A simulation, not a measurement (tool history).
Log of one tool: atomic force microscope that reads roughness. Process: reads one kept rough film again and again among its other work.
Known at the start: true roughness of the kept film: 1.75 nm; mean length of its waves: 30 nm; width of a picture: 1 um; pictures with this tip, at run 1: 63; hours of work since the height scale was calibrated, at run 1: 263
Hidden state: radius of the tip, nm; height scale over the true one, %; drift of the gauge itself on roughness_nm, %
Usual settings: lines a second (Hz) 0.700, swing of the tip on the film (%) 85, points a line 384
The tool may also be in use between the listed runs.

| run | hour | lines a second (Hz) | swing of the tip on the film (%) | points a line | pictures with this tip | hours of work since the height scale was calibrated | roughness of the kept film (nm (root mean square)) |
|---|---|---|---|---|---|---|---|
| 1 | 0.0 | 0.700 | 85 | 384 | 63 | 263 | 1.548 |
| 2 | 9.6 | 0.700 | 85 | 384 | 80 | 268 | 1.530 |
| 3 | 19.1 | 0.700 | 85 | 384 | 97 | 273 | 1.514 |
| 4 | 37.2 | 1.568 | 85 | 384 | 128 | 283 | 1.422 |
| 5 | 51.5 | 1.568 | 85 | 384 | 153 | 290 | 1.415 |
| 6 | 62.8 | 0.700 | 85 | 384 | 173 | 296 | 1.475 |
|  | 68.1 | new tip fitted |
| 7 | 81.5 | 0.700 | 85 | 384 | 23 | 306 | 1.568 |
| 8 | 92.5 | 0.700 | 85 | 384 | 42 | 312 | 1.546 |
| 9 | 100.9 | 0.700 | 85 | 384 | 57 | 316 | 1.541 |
| 10 | 118.0 | 0.700 | 85 | 384 | 86 | 325 | 1.513 |
| 11 | 134.9 | 0.700 | 85 | 384 | 116 | 334 | 1.510 |
| 12 | 150.2 | 0.700 | 85 | 384 | 142 | 343 | 1.498 |
| 13 | 164.6 | 0.700 | 85 | 384 | 167 | 350 | 1.479 |
|  | 173.2 | new tip fitted |
| 14 | 181.5 | 0.700 | 85 | 384 | 15 | 359 | 1.572 |
| 15 | 196.2 | 0.700 | 84 | 384 | 40 | 367 | 1.568 |
| 16 | 210.1 | 2.673 | 67 | 402 | 64 | 374 | 1.509 |
| 17 | 224.3 | 2.973 | 74 | 804 | 89 | 382 | 1.448 |
| 18 | 240.3 | 2.973 | 74 | 804 | 117 | 390 | 1.428 |
| 19 | 254.4 | 2.973 | 55 | 723 | 141 | 398 | 1.519 |
| 20 | 268.9 | 2.973 | 55 | 723 | 166 | 406 | 1.494 |
|  | 277.5 | new tip fitted |
| 21 | 286.3 | 2.973 | 55 | 723 | 16 | 415 | 1.591 |
| 22 | 295.2 | 3.116 | 85 | 607 | 31 | 419 | 1.384 |
| 23 | 305.6 | 3.993 | 85 | 727 | 49 | 425 | 1.318 |
| 24 | 317.6 | 3.993 | 85 | 727 | 70 | 431 | 1.312 |
| 25 | 332.9 | 0.700 | 68 | 590 | 96 | 439 | 1.562 |
| 26 | 341.5 | 3.279 | 85 | 965 | 111 | 444 | 1.321 |
| 27 | 350.5 | 1.009 | 85 | 439 | 127 | 449 | 1.477 |
| 28 | 365.0 | 1.465 | 68 | 627 | 152 | 456 | 1.501 |
|  | 381.3 | new tip fitted |
| 29 | 381.3 | 0.700 | 73 | 874 | 0 | 465 | 1.621 |
| 30 | 397.9 | 0.616 | 85 | 807 | 28 | 474 | 1.575 |

How the hidden state differs across the entries between the runs, from the last listed run before each to the first after it:
Between runs 6 and 7: new tip fitted (hour 68.1)
  radius of the tip, nm: 17.4 -> 8.6; height scale over the true one, %: 0.14 -> 0.15
  measured less the result without the state, roughness of the kept film (nm (root mean square)): -0.110 -> -0.015
Between runs 13 and 14: new tip fitted (hour 173.2)
  radius of the tip, nm: 17.5 -> 8; height scale over the true one, %: 0.19 -> 0.2
  measured less the result without the state, roughness of the kept film (nm (root mean square)): -0.111 -> -0.008
Between runs 20 and 21: new tip fitted (hour 277.5)
  radius of the tip, nm: 17.9 -> 8.2; height scale over the true one, %: 0.24 -> 0.25
  measured less the result without the state, roughness of the kept film (nm (root mean square)): -0.115 -> -0.010
Between runs 28 and 29: new tip fitted (hour 381.3)
  radius of the tip, nm: 16.8 -> 7.5; height scale over the true one, %: 0.29 -> 0.3
  measured less the result without the state, roughness of the kept film (nm (root mean square)): -0.102 -> -0.002

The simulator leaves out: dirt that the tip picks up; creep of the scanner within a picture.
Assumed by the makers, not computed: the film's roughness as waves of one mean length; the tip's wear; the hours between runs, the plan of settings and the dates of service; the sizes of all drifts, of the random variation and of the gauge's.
